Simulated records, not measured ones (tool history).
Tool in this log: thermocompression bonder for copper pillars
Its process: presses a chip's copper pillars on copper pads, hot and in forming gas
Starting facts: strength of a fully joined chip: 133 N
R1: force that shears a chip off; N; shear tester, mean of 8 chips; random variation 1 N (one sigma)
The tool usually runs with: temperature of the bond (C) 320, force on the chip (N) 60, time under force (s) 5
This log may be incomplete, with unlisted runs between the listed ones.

{"run": 1, "day": 0.0, "temperature of the bond (C)": 320, "force on the chip (N)": 60, "time under force (s)": 5, "R1": 86.7}
{"run": 2, "day": 3.021, "temperature of the bond (C)": 320, "force on the chip (N)": 68, "time under force (s)": 5, "R1": 91.2}
{"run": 3, "day": 5.654, "temperature of the bond (C)": 320, "force on the chip (N)": 68, "time under force (s)": 5, "R1": 90.4}
{"run": 4, "day": 8.858, "temperature of the bond (C)": 320, "force on the chip (N)": 68, "time under force (s)": 5, "R1": 89.8}
{"run": 5, "day": 11.433, "temperature of the bond (C)": 320, "force on the chip (N)": 68, "time under force (s)": 5, "R1": 92}
{"run": 6, "day": 14.746, "temperature of the bond (C)": 307, "force on the chip (N)": 60, "time under force (s)": 5, "R1": 78.7}
{"run": 7, "day": 17.538, "temperature of the bond (C)": 307, "force on the chip (N)": 60, "time under force (s)": 5, "R1": 78.1}
{"run": 8, "day": 19.642, "temperature of the bond (C)": 307, "force on the chip (N)": 60, "time under force (s)": 5, "R1": 79.5}
{"day": 22.617, "done": "forming gas filter changed"}
{"run": 9, "day": 22.617, "temperature of the bond (C)": 307, "force on the chip (N)": 60, "time under force (s)": 5, "R1": 76.4}
{"run": 10, "day": 25.362, "temperature of the bond (C)": 307, "force on the chip (N)": 60, "time under force (s)": 5, "R1": 77.4}
{"run": 11, "day": 28.446, "temperature of the bond (C)": 307, "force on the chip (N)": 60, "time under force (s)": 5, "R1": 78.2}
{"run": 12, "day": 31.554, "temperature of the bond (C)": 307, "force on the chip (N)": 60, "time under force (s)": 5, "R1": 77}
{"run": 13, "day": 35.817, "temperature of the bond (C)": 320, "force on the chip (N)": 60, "time under force (s)": 5, "R1": 85.3}
{"run": 14, "day": 38.842, "temperature of the bond (C)": 320, "force on the chip (N)": 43, "time under force (s)": 5, "R1": 74.5}
{"run": 15, "day": 42.438, "temperature of the bond (C)": 320, "force on the chip (N)": 60, "time under force (s)": 5, "R1": 86.8}
{"run": 16, "day": 46.729, "temperature of the bond (C)": 320, "force on the chip (N)": 60, "time under force (s)": 5, "R1": 88.2}
{"run": 17, "day": 50.862, "temperature of the bond (C)": 320, "force on the chip (N)": 60, "time under force (s)": 5, "R1": 86.4}
{"run": 18, "day": 54.083, "temperature of the bond (C)": 320, "force on the chip (N)": 60, "time under force (s)": 5, "R1": 86.1}
{"day": 54.375, "done": "forming gas filter changed"}
{"run": 19, "day": 56.604, "temperature of the bond (C)": 320, "force on the chip (N)": 60, "time under force (s)": 7, "R1": 94.8}
{"day": 58.817, "done": "heater calibrated with a thermocouple chip"}
{"run": 20, "day": 58.867, "temperature of the bond (C)": 347, "force on the chip (N)": 41, "time under force (s)": 3, "R1": 79.5}
{"run": 21, "day": 62.183, "temperature of the bond (C)": 347, "force on the chip (N)": 41, "time under force (s)": 3, "R1": 77.7}
{"run": 22, "day": 66.008, "temperature of the bond (C)": 320, "force on the chip (N)": 45, "time under force (s)": 5, "R1": 78.8}
{"run": 23, "day": 67.767, "temperature of the bond (C)": 331, "force on the chip (N)": 45, "time under force (s)": 5, "R1": 84.6}
{"day": 69.267, "done": "force cell calibrated"}
{"run": 24, "day": 71.833, "temperature of the bond (C)": 320, "force on the chip (N)": 36, "time under force (s)": 11, "R1": 88.6}
{"run": 25, "day": 74.321, "temperature of the bond (C)": 337, "force on the chip (N)": 36, "time under force (s)": 7, "R1": 88.4}
{"run": 26, "day": 78.238, "temperature of the bond (C)": 295, "force on the chip (N)": 66, "time under force (s)": 9, "R1": 85.3}
{"run": 27, "day": 81.692, "temperature of the bond (C)": 320, "force on the chip (N)": 37, "time under force (s)": 12, "R1": 91.2}
{"run": 28, "day": 83.479, "temperature of the bond (C)": 311, "force on the chip (N)": 46, "time under force (s)": 6, "R1": 74.7}
{"day": 86.383, "done": "forming gas filter changed"}
{"run": 29, "day": 87.554, "temperature of the bond (C)": 311, "force on the chip (N)": 46, "time under force (s)": 6, "R1": 75.8}
{"run": 30, "day": 90.788, "temperature of the bond (C)": 300, "force on the chip (N)": 40, "time under force (s)": 5, "R1": 60.3}
{"run": 31, "day": 94.333, "temperature of the bond (C)": 320, "force on the chip (N)": 73, "time under force (s)": 3, "R1": 79.2}
{"run": 32, "day": 96.979, "temperature of the bond (C)": 313, "force on the chip (N)": 73, "time under force (s)": 4, "R1": 83.4}
{"run": 33, "day": 100.446, "temperature of the bond (C)": 313, "force on the chip (N)": 73, "time under force (s)": 4, "R1": 81.7}
{"run": 34, "day": 104.171, "temperature of the bond (C)": 313, "force on the chip (N)": 73, "time under force (s)": 4, "R1": 82.8}
{"run": 35, "day": 107.55, "temperature of the bond (C)": 313, "force on the chip (N)": 73, "time under force (s)": 4, "R1": 83.3}
{"run": 36, "day": 111.629, "temperature of the bond (C)": 320, "force on the chip (N)": 42, "time under force (s)": 5, "R1": 75.8}
{"run": 37, "day": 113.554, "temperature of the bond (C)": 321, "force on the chip (N)": 44, "time under force (s)": 3, "R1": 65.9}
{"run": 38, "day": 115.492, "temperature of the bond (C)": 293, "force on the chip (N)": 60, "time under force (s)": 8, "R1": 77.9}

Consider 5 possible next runs. They are alternatives, not a sequence: every one starts from the tool as it was left by run 38. What does each give?
{"day": 118.142, "done": "forming gas filter changed"}
{"run": "A", "day": 119.546, "temperature of the bond (C)": 345, "force on the chip (N)": 53, "time under force (s)": 6, "R1": "?"}
{"day": 118.142, "done": "forming gas filter changed"}
{"run": "B", "day": 119.546, "temperature of the bond (C)": 320, "force on the chip (N)": 88, "time under force (s)": 5, "R1": "?"}
{"day": 118.142, "done": "forming gas filter changed"}
{"run": "C", "day": 119.546, "temperature of the bond (C)": 293, "force on the chip (N)": 49, "time under force (s)": 8, "R1": "?"}
{"day": 118.142, "done": "forming gas filter changed"}
{"run": "D", "day": 119.546, "temperature of the bond (C)": 293, "force on the chip (N)": 56, "time under force (s)": 8, "R1": "?"}
{"day": 118.142, "done": "forming gas filter changed"}
{"run": "E", "day": 119.546, "temperature of the bond (C)": 304, "force on the chip (N)": 79, "time under force (s)": 3, "R1": "?"}

run=A R1=100.9
run=B R1=98.3
run=C R1=72.2
run=D R1=76.3
run=E R1=71.9
The same runs, with their run-to-run variation unchanged, on a tool lacking any hidden condition would have given:
run=A R1=100.9
run=B R1=98.4
run=C R1=72.3
run=D R1=76.4
run=E R1=72

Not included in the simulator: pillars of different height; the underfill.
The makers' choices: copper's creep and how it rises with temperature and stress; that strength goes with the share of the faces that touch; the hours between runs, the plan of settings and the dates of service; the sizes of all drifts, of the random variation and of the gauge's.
